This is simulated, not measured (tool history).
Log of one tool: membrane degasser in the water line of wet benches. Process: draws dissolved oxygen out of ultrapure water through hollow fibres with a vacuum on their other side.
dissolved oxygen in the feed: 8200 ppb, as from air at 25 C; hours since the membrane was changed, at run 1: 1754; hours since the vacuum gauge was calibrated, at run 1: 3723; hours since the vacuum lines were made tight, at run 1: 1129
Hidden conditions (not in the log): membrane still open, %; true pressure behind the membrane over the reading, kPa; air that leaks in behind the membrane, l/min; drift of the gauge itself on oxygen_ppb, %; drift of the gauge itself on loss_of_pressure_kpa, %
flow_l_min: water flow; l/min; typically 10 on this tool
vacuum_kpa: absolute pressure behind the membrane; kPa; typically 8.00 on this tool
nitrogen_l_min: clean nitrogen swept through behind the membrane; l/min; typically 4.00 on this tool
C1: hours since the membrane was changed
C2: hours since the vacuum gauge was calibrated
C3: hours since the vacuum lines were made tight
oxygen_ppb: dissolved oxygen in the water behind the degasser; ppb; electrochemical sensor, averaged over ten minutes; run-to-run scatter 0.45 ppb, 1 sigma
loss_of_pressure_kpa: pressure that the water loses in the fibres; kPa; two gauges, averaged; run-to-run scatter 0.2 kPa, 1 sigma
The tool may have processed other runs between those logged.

Run 1, hour 0.0: usual settings; C1 1754; C2 3723; C3 1129. Result: oxygen_ppb 36.5 ppb, loss_of_pressure_kpa 44.86 kPa.
Run 2, hour 43.5: usual settings but nitrogen_l_min 1.62 l/min; C1 1797; C2 3767; C3 1172. Result: oxygen_ppb 78.9 ppb, loss_of_pressure_kpa 45.22 kPa.
Run 3, hour 82.9: usual settings but nitrogen_l_min 1.62 l/min; C1 1837; C2 3806; C3 1212. Result: oxygen_ppb 79.6 ppb, loss_of_pressure_kpa 44.82 kPa.
Run 4, hour 118.6: usual settings but nitrogen_l_min 1.62 l/min; C1 1872; C2 3842; C3 1247. Result: oxygen_ppb 80.9 ppb, loss_of_pressure_kpa 44.94 kPa.
Run 5, hour 158.2: usual settings but vacuum_kpa 6.10 kPa; C1 1912; C2 3881; C3 1287. Result: oxygen_ppb 23.8 ppb, loss_of_pressure_kpa 44.89 kPa.
Run 6, hour 193.7: usual settings but vacuum_kpa 6.10 kPa; C1 1948; C2 3917; C3 1323. Result: oxygen_ppb 23.8 ppb, loss_of_pressure_kpa 45.20 kPa.
Run 7, hour 238.5: usual settings; C1 1992; C2 3962; C3 1367. Result: oxygen_ppb 36.4 ppb, loss_of_pressure_kpa 44.88 kPa.
Run 8, hour 271.7: usual settings; C1 2026; C2 3995; C3 1401. Result: oxygen_ppb 35.3 ppb, loss_of_pressure_kpa 45.19 kPa.
Run 9, hour 306.4: usual settings; C1 2060; C2 4030; C3 1435. Result: oxygen_ppb 36.5 ppb, loss_of_pressure_kpa 45.19 kPa.
At hour 310.3: vacuum gauge calibrated.
Run 10, hour 342.5: usual settings; C1 2096; C2 32; C3 1471. Result: oxygen_ppb 36.8 ppb, loss_of_pressure_kpa 45.32 kPa.
Run 11, hour 389.6: usual settings; C1 2143; C2 79; C3 1518. Result: oxygen_ppb 36.8 ppb, loss_of_pressure_kpa 45.08 kPa.
At hour 417.1: vacuum gauge calibrated, once more.
Run 12, hour 418.5: usual settings; C1 2171; C2 1; C3 1546. Result: oxygen_ppb 32.8 ppb, loss_of_pressure_kpa 45.21 kPa.
Run 13, hour 459.2: usual settings; C1 2212; C2 42; C3 1587. Result: oxygen_ppb 33.9 ppb, loss_of_pressure_kpa 45.02 kPa.
Run 14, hour 502.1: usual settings but vacuum_kpa 17.91 kPa; C1 2255; C2 85; C3 1630. Result: oxygen_ppb 95.9 ppb, loss_of_pressure_kpa 45.02 kPa.
Run 15, hour 547.7: usual settings but vacuum_kpa 17.91 kPa, nitrogen_l_min 7.11 l/min; C1 2301; C2 131; C3 1676. Result: oxygen_ppb 56.4 ppb, loss_of_pressure_kpa 45.40 kPa.
Run 16, hour 585.2: usual settings; C1 2338; C2 168; C3 1713. Result: oxygen_ppb 34.7 ppb, loss_of_pressure_kpa 45.11 kPa.
Run 17, hour 609.1: usual settings but nitrogen_l_min 2.35 l/min; C1 2362; C2 192; C3 1737. Result: oxygen_ppb 54.5 ppb, loss_of_pressure_kpa 45.13 kPa.
Run 18, hour 635.8: usual settings but vacuum_kpa 7.89 kPa, nitrogen_l_min 1.89 l/min; C1 2389; C2 219; C3 1764. Result: oxygen_ppb 65.7 ppb, loss_of_pressure_kpa 45.43 kPa.
Run 19, hour 664.4: usual settings but nitrogen_l_min 1.66 l/min; C1 2417; C2 247; C3 1792. Result: oxygen_ppb 74.8 ppb, loss_of_pressure_kpa 44.84 kPa.
Run 20, hour 709.4: usual settings but flow_l_min 11 l/min, nitrogen_l_min 1.66 l/min; C1 2462; C2 292; C3 1837. Result: oxygen_ppb 83.4 ppb, loss_of_pressure_kpa 50.05 kPa.
Run 21, hour 738.8: usual settings but flow_l_min 11 l/min, nitrogen_l_min 1.66 l/min; C1 2492; C2 322; C3 1867. Result: oxygen_ppb 83.6 ppb, loss_of_pressure_kpa 49.58 kPa.
Run 22, hour 782.3: usual settings but vacuum_kpa 6.77 kPa; C1 2535; C2 365; C3 1910. Result: oxygen_ppb 26.9 ppb, loss_of_pressure_kpa 45.42 kPa.
Run 23, hour 801.5: usual settings but vacuum_kpa 13.02 kPa; C1 2554; C2 384; C3 1929. Result: oxygen_ppb 66.0 ppb, loss_of_pressure_kpa 45.45 kPa.
Run 24, hour 828.9: usual settings but flow_l_min 9 l/min, vacuum_kpa 7.80 kPa; C1 2582; C2 412; C3 1957. Result: oxygen_ppb 28.9 ppb, loss_of_pressure_kpa 40.82 kPa.
Run 25, hour 852.0: usual settings but flow_l_min 12 l/min, vacuum_kpa 9.42 kPa, nitrogen_l_min 4.13 l/min; C1 2605; C2 435; C3 1980. Result: oxygen_ppb 53.6 ppb, loss_of_pressure_kpa 54.20 kPa.
Run 26, hour 894.6: usual settings but flow_l_min 11 l/min, vacuum_kpa 6.23 kPa, nitrogen_l_min 5.25 l/min; C1 2648; C2 478; C3 2023. Result: oxygen_ppb 22.2 ppb, loss_of_pressure_kpa 49.95 kPa.
Run 27, hour 931.6: usual settings but vacuum_kpa 14.85 kPa; C1 2684; C2 514; C3 2059. Result: oxygen_ppb 75.8 ppb, loss_of_pressure_kpa 45.46 kPa.
Run 28, hour 951.7: usual settings but vacuum_kpa 14.85 kPa; C1 2705; C2 535; C3 2080. Result: oxygen_ppb 76.6 ppb, loss_of_pressure_kpa 45.47 kPa.
Run 29, hour 973.6: usual settings but flow_l_min 13 l/min, vacuum_kpa 4.93 kPa, nitrogen_l_min 7.25 l/min; C1 2726; C2 556; C3 2101. Result: oxygen_ppb 18.3 ppb, loss_of_pressure_kpa 59.08 kPa.
Run 30, hour 1005.4: usual settings but flow_l_min 13 l/min, vacuum_kpa 4.93 kPa, nitrogen_l_min 7.25 l/min; C1 2758; C2 588; C3 2133. Result: oxygen_ppb 18.4 ppb, loss_of_pressure_kpa 59.66 kPa.
Run 31, hour 1038.5: usual settings but flow_l_min 13 l/min, vacuum_kpa 4.93 kPa, nitrogen_l_min 7.25 l/min; C1 2791; C2 621; C3 2166. Result: oxygen_ppb 18.1 ppb, loss_of_pressure_kpa 59.10 kPa.
Run 32, hour 1071.8: usual settings but flow_l_min 13 l/min, vacuum_kpa 4.93 kPa, nitrogen_l_min 7.25 l/min; C1 2825; C2 655; C3 2200. Result: oxygen_ppb 18.2 ppb, loss_of_pressure_kpa 59.07 kPa.

Branching from run 32: 4 alternative next runs. What would each branch give?
Run A, hour 1115.6: usual settings but flow_l_min 7 l/min, vacuum_kpa 5.76 kPa, nitrogen_l_min 7.73 l/min; C1 2868; C2 698; C3 2243. Result: oxygen_ppb ?, loss_of_pressure_kpa ?.
Run B, hour 1115.6: usual settings but flow_l_min 13 l/min, vacuum_kpa 17.87 kPa, nitrogen_l_min 2.16 l/min; C1 2868; C2 698; C3 2243. Result: oxygen_ppb ?, loss_of_pressure_kpa ?.
Run C, hour 1115.6: usual settings but flow_l_min 13 l/min, vacuum_kpa 4.93 kPa, nitrogen_l_min 2.73 l/min; C1 2868; C2 698; C3 2243. Result: oxygen_ppb ?, loss_of_pressure_kpa ?.
Run D, hour 1115.6: usual settings but flow_l_min 13 l/min, vacuum_kpa 12.01 kPa, nitrogen_l_min 7.25 l/min; C1 2868; C2 698; C3 2243. Result: oxygen_ppb ?, loss_of_pressure_kpa ?.

run  oxygen_ppb  loss_of_pressure_kpa
  A         7.6                 31.81
  B       225.1                 59.18
  C        31.6                 59.13
  D        50.2                 59.19
Without the tool's hidden state the same runs would have given:
run  oxygen_ppb  loss_of_pressure_kpa
  A         7.0                 30.67
  B       219.9                 57.08
  C        28.7                 57.03
  D        47.3                 57.08

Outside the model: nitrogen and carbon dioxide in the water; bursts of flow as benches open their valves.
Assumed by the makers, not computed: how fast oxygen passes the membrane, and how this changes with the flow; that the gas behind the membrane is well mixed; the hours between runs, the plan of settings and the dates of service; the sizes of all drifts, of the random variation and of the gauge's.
